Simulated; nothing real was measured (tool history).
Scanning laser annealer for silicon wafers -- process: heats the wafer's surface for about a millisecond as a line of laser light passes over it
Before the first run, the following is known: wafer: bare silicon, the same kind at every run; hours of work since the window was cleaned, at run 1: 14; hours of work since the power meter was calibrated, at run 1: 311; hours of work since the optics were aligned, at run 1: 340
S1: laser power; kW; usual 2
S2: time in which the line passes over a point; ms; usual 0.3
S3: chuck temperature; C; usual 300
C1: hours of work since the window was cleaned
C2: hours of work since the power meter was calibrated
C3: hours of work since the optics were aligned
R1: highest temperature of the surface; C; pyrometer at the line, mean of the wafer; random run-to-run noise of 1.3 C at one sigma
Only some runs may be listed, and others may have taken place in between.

run	hour	S1	S2	S3	C1	C2	C3	R1
1	0	2	0.3	300	14	311	340	1114
2	13.4	2	0.367	300	21	317	346	1187
3	27.4	2.19	0.367	300	27	323	353	1276
4	39	2	0.211	300	32	329	358	1000
5	56.1	2	0.3	300	40	336	366	1115
6	71	2	0.3	300	47	343	372	1113
7	86.2	2	0.3	295	53	350	379	1109
8	94.7	2.078	0.3	300	57	354	383	1143
9	111.2	2	0.3	300	65	361	391	1111
10	128.6	1.989	0.3	300	73	369	398	1106
11	141.5	1.989	0.3	300	78	375	404	1106
12	149	2	0.3	300	82	378	408	1111
13	159.3	2	0.3	300	86	383	412	1111
# hour 165: optics aligned, line set to its width
14	180.7	2	0.3	300	94	390	7	1110
15	188.7	1.764	0.3	300	97	394	11	1010
16	205.7	2.038	0.3	300	105	402	18	1124
17	215.2	2	0.3	300	110	406	23	1110
18	230.8	2	0.3	300	117	413	30	1108
# hour 246.2: optics aligned, line set to its width, once more
19	251.7	2	0.258	300	124	420	2	1062
20	267.9	2	0.258	300	131	428	10	1062
21	284.1	2	0.248	300	138	435	17	1050
22	293.3	2	0.248	300	143	439	21	1046
23	302.4	2.019	0.248	268	147	443	25	1023
24	312.4	1.881	0.37	291	151	448	30	1123
25	325.4	2	0.3	330	157	454	36	1139
26	339	1.8	0.3	300	163	460	42	1027
27	350.1	1.978	0.218	307	168	465	47	1006
28	366.8	1.706	0.263	300	176	472	55	951
29	383.8	1.706	0.263	300	183	480	62	950
30	391.3	1.82	0.228	302	187	483	66	954
31	407.7	1.82	0.228	302	194	491	73	955
32	417	2.152	0.228	302	198	495	77	1080
33	434.2	2.152	0.362	267	206	503	85	1212
34	444.7	2.179	0.215	310	211	507	90	1076
35	453.2	1.783	0.3	278	215	511	94	995
36	467.5	2.128	0.3	269	221	518	100	1131
37	484.1	1.851	0.286	278	229	525	108	1010
38	501.3	1.851	0.286	278	237	533	115	1008
39	511	2	0.254	308	241	537	120	1061
40	527.8	2	0.285	308	249	545	127	1100
41	537.2	1.797	0.254	294	253	549	132	967

Subtracting, for every run, the result it would have given without the tool's unlogged condition from the measured result gives the following. The same run-to-run variation enters both numbers; the gauge's scatter may not:
Unlogged tool condition in this case: light that passes the window, % of a clean one's; laser's true power over the reading, %; width of the line over the set one, %; drift of the gauge itself on peak_c, C.
run	R1
1	-6
2	-6
3	-8
4	-5
5	-7
6	-7
7	-7
8	-8
9	-8
10	-8
11	-9
12	-9
13	-9
14	-10
15	-9
16	-11
17	-11
18	-12
19	-6
20	-7
21	-6
22	-7
23	-8
24	-8
25	-9
26	-8
27	-8
28	-7
29	-7
30	-8
31	-8
32	-10
33	-13
34	-10
35	-10
36	-13
37	-11
38	-11
39	-12
40	-12
41	-11
